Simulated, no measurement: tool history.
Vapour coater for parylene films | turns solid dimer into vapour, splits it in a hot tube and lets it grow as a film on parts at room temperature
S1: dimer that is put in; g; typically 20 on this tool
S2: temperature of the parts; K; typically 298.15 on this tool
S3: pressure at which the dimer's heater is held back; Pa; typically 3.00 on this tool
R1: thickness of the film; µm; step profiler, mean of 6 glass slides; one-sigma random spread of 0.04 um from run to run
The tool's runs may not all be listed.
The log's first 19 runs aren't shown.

run,hour,S1,S2,S3,R1
20,325.3,8,297.15,5.63,2.51
21,338.2,30,297.15,7.36,9.10
22,351.0,20,299.15,6.64,5.73
23,360.4,18,300.15,6.64,5.04
24,373.7,18,300.15,6.64,5.01
25,387.4,20,296.15,11.65,5.96
26,402.4,20,307.15,3.00,4.96
27,412.3,20,308.15,3.00,4.82
28,423.0,20,308.15,3.00,4.79
29,435.2,20,308.15,3.00,4.79
30,448.5,27,304.15,3.00,7.13
31,457.3,27,292.15,3.00,10.14
32,466.2,27,292.15,3.00,9.98
33,477.5,27,292.15,3.00,10.02
34,498.2,27,292.15,3.00,9.95

Forecast each of these 3 alternatives for the next run:
A,512.8,15,296.15,4.89,?
B,512.8,22,298.15,3.00,?
C,512.8,20,302.15,3.00,?

run,R1
A,4.67
B,6.82
C,5.58
Take away the tool's hidden state, keep each run's random variation, and the runs would have read:
run,R1
A,4.92
B,7.19
C,5.88
